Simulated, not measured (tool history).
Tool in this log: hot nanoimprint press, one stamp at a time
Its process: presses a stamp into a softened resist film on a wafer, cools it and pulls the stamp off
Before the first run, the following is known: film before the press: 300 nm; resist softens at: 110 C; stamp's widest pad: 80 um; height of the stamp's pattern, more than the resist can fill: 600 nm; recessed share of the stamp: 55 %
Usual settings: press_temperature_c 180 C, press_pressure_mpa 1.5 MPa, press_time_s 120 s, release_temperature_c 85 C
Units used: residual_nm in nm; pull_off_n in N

run,hour,press_temperature_c,press_pressure_mpa,press_time_s,release_temperature_c,residual_nm,pull_off_n
1,0,180,1.5,120,85,170.5,266
2,20.1,180,1.5,120,85,170.9,260
3,39.3,180,1.5,120,85,170.4,265
4,69.9,180,1.5,120,85,171.5,280
5,107.1,180,1.5,120,85,171.2,285
6,143.7,180,1.5,192,85,149.5,292
7,179.9,180,1.5,192,85,149,220
8,198.7,180,1.5,192,85,149,210
9,215.7,180,1.5,192,85,151.5,218
10,257.6,180,1.5,192,85,149.9,230
11,284.1,180,1.5,192,85,149.2,246
12,319.7,180,1.5,120,85,173.8,240
13,342.1,180,1.5,120,85,171.3,250
14,360.4,180,1.5,120,91,169.9,206
15,378.5,180,1.5,120,85,171.2,242
16,397.5,185,1.67,67,81,172.4,290
17,416.9,185,1.33,67,83,189.5,281
18,456.6,168,2.37,205,91,163.5,220
19,476.7,180,1.63,120,74,165.1,366
20,515.6,180,1.57,120,74,167.5,381
21,538.6,188,0.95,120,85,176.6,298
22,565.4,188,0.95,120,85,178.2,290
23,608.9,188,1.9,120,85,125.8,220
24,630,188,1.9,120,85,126.6,219
25,664.6,181,0.93,78,80,230.6,259
26,702.2,174,1.3,78,80,231.8,269
27,742.3,187,1.5,61,85,178.2,250
28,767.2,187,1.5,61,85,178.3,258
29,786.2,187,1.5,61,91,178.5,205

Between the runs listed above, the log contained 4 entries, not reproduced here. Where in the sequence does each belong, and how does what the log doesn't record of the tool's condition differ from the listed run before to the listed run after?
In the gap between runs 6 and 7: stamp cleaned and given a new release coat (hour 163.1)
  true temperature over the reading, C: -0.32 -> -0.35; pressure that arrives at the usual setting, %: 94.88 -> 94.75; grip of the stamp's worn release coat, % over a new coat's: 36.9 -> 1.5
  the result without the hidden state subtracted from the measured one, residual_nm: +5.5 -> +5.8 nm; pull_off_n: +80 -> +6 N
In the gap between runs 9 and 10: plate thermocouple calibrated (hour 236.8)
  true temperature over the reading, C: -0.4 -> -0.57; pressure that arrives at the usual setting, %: 94.59 -> 94.42; grip of the stamp's worn release coat, % over a new coat's: 4.7 -> 8.3
  the result without the hidden state subtracted from the measured one, residual_nm: +6.1 -> +6.8 nm; pull_off_n: +12 -> +21 N
In the gap between runs 12 and 13: plate thermocouple calibrated, once more (hour 340.9)
  true temperature over the reading, C: -0.63 -> 0.12; pressure that arrives at the usual setting, %: 94.16 -> 94.08; grip of the stamp's worn release coat, % over a new coat's: 14 -> 15.8
  the result without the hidden state subtracted from the measured one, residual_nm: +7.8 -> +4.8 nm; pull_off_n: +34 -> +33 N
In the gap between runs 22 and 23: stamp cleaned and given a new release coat (hour 579.4)
  true temperature over the reading, C: -0.13 -> -0.17; pressure that arrives at the usual setting, %: 93.15 -> 93; grip of the stamp's worn release coat, % over a new coat's: 37.2 -> 2.6
  the result without the hidden state subtracted from the measured one, residual_nm: +4.4 -> +7.2 nm; pull_off_n: +80 -> +6 N
